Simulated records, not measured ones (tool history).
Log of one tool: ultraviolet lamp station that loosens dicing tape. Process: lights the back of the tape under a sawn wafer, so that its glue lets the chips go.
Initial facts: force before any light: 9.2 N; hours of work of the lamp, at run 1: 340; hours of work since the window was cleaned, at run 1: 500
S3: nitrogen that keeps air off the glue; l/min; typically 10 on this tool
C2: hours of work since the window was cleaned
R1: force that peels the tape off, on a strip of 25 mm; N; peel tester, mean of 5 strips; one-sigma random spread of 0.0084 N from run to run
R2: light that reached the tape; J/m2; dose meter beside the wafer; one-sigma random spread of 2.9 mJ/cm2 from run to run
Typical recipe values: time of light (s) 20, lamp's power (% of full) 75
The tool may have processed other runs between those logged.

Run 1, day 0: usual settings; hours of work of the lamp 340; C2 500. Result: R1 0.449 N, R2 3660 J/m2.
Run 2, day 0.642: usual settings; hours of work of the lamp 350; C2 510. Result: R1 0.442 N, R2 3650 J/m2.
Run 3, day 1.425: usual settings; hours of work of the lamp 363; C2 522. Result: R1 0.459 N, R2 3620 J/m2.
Run 4, day 2.196: usual settings but lamp's power (% of full) 87; hours of work of the lamp 375; C2 534. Result: R1 0.302 N, R2 4250 J/m2.
Run 5, day 3.217: usual settings but S3 3 l/min; hours of work of the lamp 390; C2 550. Result: R1 1.104 N, R2 3660 J/m2.
Run 6, day 3.95: usual settings; hours of work of the lamp 402; C2 562. Result: R1 0.462 N, R2 3640 J/m2.
Run 7, day 4.929: usual settings but S3 9 l/min; hours of work of the lamp 417; C2 577. Result: R1 0.508 N, R2 3600 J/m2.
Run 8, day 5.804: usual settings but time of light (s) 12; hours of work of the lamp 431; C2 591. Result: R1 1.455 N, R2 2160 J/m2.
Run 9, day 6.608: usual settings but time of light (s) 12; hours of work of the lamp 443; C2 603. Result: R1 1.456 N, R2 2130 J/m2.
Run 10, day 7.271: usual settings but time of light (s) 12; hours of work of the lamp 454; C2 613. Result: R1 1.453 N, R2 2140 J/m2.
Run 11, day 8.271: usual settings but time of light (s) 12; hours of work of the lamp 469; C2 629. Result: R1 1.491 N, R2 2140 J/m2.
Run 12, day 8.721: usual settings but time of light (s) 12; hours of work of the lamp 476; C2 636. Result: R1 1.452 N, R2 2150 J/m2.
At day 8.788: window cleaned of glue's vapour.
Run 13, day 9.679: usual settings but lamp's power (% of full) 62; hours of work of the lamp 491; C2 14. Result: R1 0.835 N, R2 2850 J/m2.
Run 14, day 10.6: usual settings but time of light (s) 12, lamp's power (% of full) 72; hours of work of the lamp 505; C2 28. Result: R1 1.646 N, R2 1990 J/m2.
Run 15, day 11.125: usual settings but S3 15 l/min; hours of work of the lamp 513; C2 36. Result: R1 0.417 N, R2 3420 J/m2.
Run 16, day 11.804: usual settings but time of light (s) 15, lamp's power (% of full) 81, S3 15 l/min; hours of work of the lamp 524; C2 47. Result: R1 0.732 N, R2 2760 J/m2.
Run 17, day 12.292: usual settings but time of light (s) 12, lamp's power (% of full) 100, S3 11 l/min; hours of work of the lamp 531; C2 55. Result: R1 0.882 N, R2 2730 J/m2.
Run 18, day 13.212: usual settings but time of light (s) 12, lamp's power (% of full) 100, S3 8 l/min; hours of work of the lamp 546; C2 69. Result: R1 1.034 N, R2 2690 J/m2.
Run 19, day 13.75: usual settings but time of light (s) 12, lamp's power (% of full) 82, S3 4 l/min; hours of work of the lamp 554; C2 77. Result: R1 2.178 N, R2 2210 J/m2.
Run 20, day 14.233: usual settings but S3 12 l/min; hours of work of the lamp 562; C2 85. Result: R1 0.484 N, R2 3380 J/m2.
At day 14.775: window cleaned of glue's vapour, once more.
Run 21, day 15.012: usual settings but S3 12 l/min; hours of work of the lamp 574; C2 4. Result: R1 0.394 N, R2 3680 J/m2.
Run 22, day 15.683: usual settings but time of light (s) 37, lamp's power (% of full) 74, S3 7 l/min; hours of work of the lamp 584; C2 14. Result: R1 0.124 N, R2 6730 J/m2.
Run 23, day 16.142: usual settings but lamp's power (% of full) 62, S3 20 l/min; hours of work of the lamp 591; C2 21. Result: R1 0.515 N, R2 3010 J/m2.
Run 24, day 16.771: usual settings but S3 5 l/min; hours of work of the lamp 601; C2 31. Result: R1 0.764 N, R2 3630 J/m2.

4 options for the next run, each taken on its own from the tool as it stands now. Forecast them:
Run A, day 17.217: usual settings but S3 4 l/min; hours of work of the lamp 608; C2 38. Result: R1 ?, R2 ?.
Run B, day 17.217: usual settings but time of light (s) 18, S3 11 l/min; hours of work of the lamp 608; C2 38. Result: R1 ?, R2 ?.
Run C, day 17.217: usual settings but lamp's power (% of full) 63; hours of work of the lamp 608; C2 38. Result: R1 ?, R2 ?.
Run D, day 17.217: usual settings but time of light (s) 37, S3 5 l/min; hours of work of the lamp 608; C2 38. Result: R1 ?, R2 ?.

run     R1    R2
  A  0.914  3610
  B  0.559  3270
  C  0.708  3080
  D   0.16  6680
Stripped of hidden state, with their random variation kept, the same runs would have yielded:
run     R1    R2
  A  0.701  4060
  B  0.412  3670
  C  0.533  3460
  D  0.127  7500

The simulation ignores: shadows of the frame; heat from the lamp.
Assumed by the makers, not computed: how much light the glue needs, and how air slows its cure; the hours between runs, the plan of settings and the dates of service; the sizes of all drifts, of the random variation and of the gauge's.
